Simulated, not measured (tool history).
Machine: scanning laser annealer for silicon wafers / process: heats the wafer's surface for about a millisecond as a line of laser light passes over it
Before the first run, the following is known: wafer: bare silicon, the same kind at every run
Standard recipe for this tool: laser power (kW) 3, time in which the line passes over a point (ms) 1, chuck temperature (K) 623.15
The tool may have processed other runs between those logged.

run	hour	laser power (kW)	time in which the line passes over a point (ms)	chuck temperature (K)	highest temperature of the surface (K)
1	0	3	1	623.15	1348.15
# hour 40: window over the wafer cleaned
2	84.3	3	1	613.15	1360.15
3	128.8	3	1	613.15	1356.15
4	194.8	3	1	613.15	1355.15
5	266.3	3	1	623.15	1364.15
6	353	3	1.22	623.15	1426.15
# hour 430.3: optics aligned, line set to its width
7	431.8	3	1.22	623.15	1450.15
8	476.4	3	1.22	623.15	1449.15
9	558.1	3	1.22	623.15	1450.15
10	612.3	2.617	1.12	623.15	1285.15
11	676.6	3	0.94	620.15	1354.15
12	759.1	3	1.2	623.15	1438.15

Predict the results of run 13:
13	823.7	3	1.16	595.15	?

{"run 13": {"highest temperature of the surface (K)": 1392.15}}
Were there no unlogged condition in the tool, this run, its random variation unchanged, would have produced highest temperature of the surface (K) 1406.15.
